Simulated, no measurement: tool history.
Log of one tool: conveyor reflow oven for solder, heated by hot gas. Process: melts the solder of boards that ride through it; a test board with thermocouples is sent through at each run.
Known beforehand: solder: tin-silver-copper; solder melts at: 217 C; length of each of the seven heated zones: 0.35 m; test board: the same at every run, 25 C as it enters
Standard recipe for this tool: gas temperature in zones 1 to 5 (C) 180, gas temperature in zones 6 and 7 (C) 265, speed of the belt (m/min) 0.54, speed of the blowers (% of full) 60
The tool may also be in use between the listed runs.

run,hour,gas temperature in zones 1 to 5 (C),gas temperature in zones 6 and 7 (C),speed of the belt (m/min),speed of the blowers (% of full),highest temperature of the board (C),time above the solder's melting point (s)
1,0,180,265,0.54,60,248.3,56.9
# hour 12.4: flux residue cleaned out of gas plates and filters
2,14.6,180,265,0.54,60,248.4,56.7
3,26.5,180,265,0.54,60,248.5,56.9
4,37,170,265,0.54,60,246.6,51.2
5,46.5,180,265,0.54,60,248.4,56.4
6,56.7,180,265,0.54,60,248.2,56.9
7,66.3,180,265,0.54,60,248.4,57

Run 8 is up next; what results do you expect?
8,73.2,181,268,0.54,60,?,?

Run 8 yielded highest temperature of the board (C) 251.2, time above the solder's melting point (s) 59.3.
On a tool with no hidden condition, and with the same random variation, this run would have come out at highest temperature of the board (C) 251.2, time above the solder's melting point (s) 59.3.

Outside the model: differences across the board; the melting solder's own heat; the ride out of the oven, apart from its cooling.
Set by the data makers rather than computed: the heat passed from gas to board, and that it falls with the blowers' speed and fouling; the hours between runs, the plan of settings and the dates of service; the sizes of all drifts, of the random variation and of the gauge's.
